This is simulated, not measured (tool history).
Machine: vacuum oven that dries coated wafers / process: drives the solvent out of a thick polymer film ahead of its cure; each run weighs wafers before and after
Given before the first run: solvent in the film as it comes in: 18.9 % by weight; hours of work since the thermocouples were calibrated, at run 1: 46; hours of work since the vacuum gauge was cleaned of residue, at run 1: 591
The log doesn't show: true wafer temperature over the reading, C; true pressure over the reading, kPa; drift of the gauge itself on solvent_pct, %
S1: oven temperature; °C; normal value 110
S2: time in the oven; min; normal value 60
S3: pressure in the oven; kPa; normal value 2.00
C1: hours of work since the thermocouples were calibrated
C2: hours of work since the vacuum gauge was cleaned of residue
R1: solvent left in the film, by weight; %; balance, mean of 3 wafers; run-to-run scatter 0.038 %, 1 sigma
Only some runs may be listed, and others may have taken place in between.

run	hour	S1	S2	S3	C1	C2	R1
1	0.0	110	60	2.00	46	591	2.66
2	65.5	110	60	2.00	95	640	2.71
3	183.3	110	60	2.00	183	729	2.74
4	260.0	110	60	2.00	241	786	2.62
5	318.5	110	75	2.00	284	830	1.95
6	426.9	110	60	2.00	366	911	2.69
7	499.3	110	60	2.00	420	965	2.57
8	595.5	110	60	2.00	492	1038	2.67
9	722.7	110	60	2.00	588	1133	2.62
10	831.7	110	60	4.25	669	1215	3.27
11	956.3	110	60	1.47	763	1308	2.38
12	1033.6	110	60	1.47	821	1366	2.44
13	1124.1	110	60	2.00	889	1434	2.54
14	1201.7	110	60	2.00	947	1492	2.48
15	1267.9	110	60	2.00	996	1542	2.58
16	1384.8	110	60	2.00	1084	1630	2.54
17	1476.2	98	83	2.10	1153	1698	3.43
18	1573.5	110	90	3.67	1226	1771	1.95
19	1647.8	110	37	1.64	1281	1827	4.53
20	1701.1	112	54	2.25	1321	1867	2.65
21	1781.5	112	54	2.25	1382	1927	2.60
# hour 1880.0: vacuum gauge cleaned of residue and calibrated
# hour 1898.9: oven's thermocouples calibrated
22	1908.7	112	54	2.25	7	20	2.87
23	2006.7	98	60	1.67	81	94	5.05
24	2089.2	117	35	1.42	143	155	3.71
25	2173.7	117	35	1.42	206	219	3.68
26	2292.8	117	35	1.42	295	308	3.64
27	2352.7	117	35	1.42	340	353	3.71
28	2474.6	110	60	1.73	432	444	2.56
29	2585.9	110	60	1.73	515	528	2.53
30	2671.3	106	101	7.71	579	592	3.72
31	2776.2	106	101	7.71	658	671	3.78

Some steps in R1 between neighbouring runs. How much of each would the tool show without its hidden state too (settings, what came in, random variation), and how much is left for the hidden state, with any gauge scatter that isn't in both results?
Run 17 -> 18: S1 98 -> 110, S2 83 -> 90, S3 2.10 -> 3.67. R1 -1.48 %: hidden state +0.12, all else -1.60.
Run 18 -> 19: S2 90 -> 37, S3 3.67 -> 1.64. R1 +2.58 %: hidden state -0.22, all else +2.80.
Run 19 -> 20: S1 110 -> 112, S2 37 -> 54, S3 1.64 -> 2.25. R1 -1.88 %: hidden state +0.08, all else -1.96.
Run 21 -> 22: vacuum gauge cleaned of residue and calibrated, oven's thermocouples calibrated. R1 +0.27 %: hidden state +0.27, all else +0.00.
Run 22 -> 23: S1 112 -> 98, S2 54 -> 60, S3 2.25 -> 1.67. R1 +2.18 %: hidden state +0.00, all else +2.18.
